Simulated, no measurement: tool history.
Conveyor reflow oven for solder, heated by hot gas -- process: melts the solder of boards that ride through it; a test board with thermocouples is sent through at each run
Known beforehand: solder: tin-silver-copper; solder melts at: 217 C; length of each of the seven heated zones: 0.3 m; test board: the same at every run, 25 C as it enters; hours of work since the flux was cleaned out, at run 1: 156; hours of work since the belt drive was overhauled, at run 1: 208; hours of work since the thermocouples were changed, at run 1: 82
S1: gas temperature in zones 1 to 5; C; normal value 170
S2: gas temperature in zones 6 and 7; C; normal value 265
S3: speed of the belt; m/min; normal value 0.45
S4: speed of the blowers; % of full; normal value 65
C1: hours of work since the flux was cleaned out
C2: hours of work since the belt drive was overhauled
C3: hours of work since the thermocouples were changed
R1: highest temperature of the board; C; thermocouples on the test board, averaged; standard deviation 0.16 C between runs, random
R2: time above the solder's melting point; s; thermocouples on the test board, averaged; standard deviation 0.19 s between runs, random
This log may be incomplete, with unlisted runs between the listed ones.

run   hour   S1   S2     S3  S4   C1   C2   C3     R1    R2
  1      0  170  265   0.45  65  156  208   82    243    49
  2   17.8  170  263   0.45  65  163  216   90  241.3  46.9
  3   35.5  170  263   0.45  65  171  223   98    241  46.7
  4   50.2  170  263   0.45  65  177  230  104    241  46.5
  5   60.5  170  263   0.45  65  182  234  108  240.7  46.4
  6   72.7  170  265  0.494  65  187  239  114  238.9  39.1
  7   83.4  170  265  0.494  61  192  244  118  237.9  36.9
  8   93.4  170  265  0.494  61  196  248  123  237.3  36.7
  9  107.2  170  277  0.418  61  202  254  129    254  63.5
 10  127.5  175  278    0.4  71  211  263  137  260.4  74.1
 11    143  170  279   0.45  64  217  270  144  253.6  58.1
     148.8  -- belt drive overhauled, speed set with a stopwatch
 12  161.7  179  274  0.485  65  224    6  150  248.9  52.6
 13  174.1  170  254   0.45  66  229   11  156  233.1  37.1
 14  187.4  170  275  0.417  66  235   17  161  253.7  63.4
 15  203.8  170  275  0.417  66  242   24  168  253.7  63.3

Run 16 is up next; what results do you expect?
 16  218.9  170  275  0.417  66  248  30  175   ?   ?

R1: 253.7 C
R2: 63.2 s
Had the tool carried no hidden state, the very same run would have given R1 257.4 C, R2 66.3 s.
